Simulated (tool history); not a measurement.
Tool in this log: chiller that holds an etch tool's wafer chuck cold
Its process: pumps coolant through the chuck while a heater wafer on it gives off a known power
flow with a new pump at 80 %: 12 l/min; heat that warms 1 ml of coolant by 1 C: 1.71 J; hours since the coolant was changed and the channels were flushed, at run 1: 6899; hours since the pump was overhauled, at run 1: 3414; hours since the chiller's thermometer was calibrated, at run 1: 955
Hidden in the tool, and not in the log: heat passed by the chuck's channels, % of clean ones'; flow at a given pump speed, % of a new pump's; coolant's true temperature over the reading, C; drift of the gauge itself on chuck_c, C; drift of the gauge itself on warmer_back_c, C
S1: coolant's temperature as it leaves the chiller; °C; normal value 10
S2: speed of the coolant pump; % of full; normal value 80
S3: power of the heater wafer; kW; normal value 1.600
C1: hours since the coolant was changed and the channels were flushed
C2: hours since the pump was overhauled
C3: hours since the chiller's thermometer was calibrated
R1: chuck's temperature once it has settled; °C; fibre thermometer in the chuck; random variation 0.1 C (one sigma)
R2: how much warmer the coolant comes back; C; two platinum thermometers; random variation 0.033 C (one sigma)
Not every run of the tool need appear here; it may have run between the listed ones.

run	day	S1	S2	S3	C1	C2	C3	R1	R2
1	0.000	10	80	1.600	6899	3414	955	21.8	4.91
2	8.858	10	80	1.600	7112	3627	1167	22.1	4.90
3	14.375	10	80	1.464	7244	3760	1300	20.9	4.53
4	19.150	10	80	1.327	7359	3874	1414	19.9	4.09
5	24.825	10	80	1.600	7495	4010	1550	22.1	4.94
# day 28.321: coolant changed, channels flushed
6	31.642	20	80	1.600	80	4168	1708	30.5	4.95
7	36.571	20	80	2.204	198	4286	1826	34.3	6.84
8	46.108	20	80	2.204	427	4515	2055	34.4	6.83
9	53.858	20	80	2.204	613	4701	2241	34.5	6.83
10	61.988	20	80	2.204	808	4896	2436	34.5	6.96
11	70.508	13	80	1.600	1012	5101	2641	23.3	5.05
12	76.862	10	91	1.600	1165	5253	2793	19.1	4.39
13	83.575	4	80	1.600	1326	5414	2954	14.7	5.02
14	93.304	10	80	1.859	1560	5648	3188	22.4	5.84
# day 95.650: chiller's thermometer calibrated
15	103.021	10	80	1.859	1792	5880	177	22.9	5.96
16	108.592	10	80	1.859	1925	6014	311	22.9	5.89

For run 17, what comes out?
17	112.821	10	80	1.859	2027	6115	412	?	?

R1: 23.0 °C
R2: 5.92 C
With the hidden condition absent and the run-to-run variation left alone, this run would have shown R1 21.6 °C, R2 5.42 C.
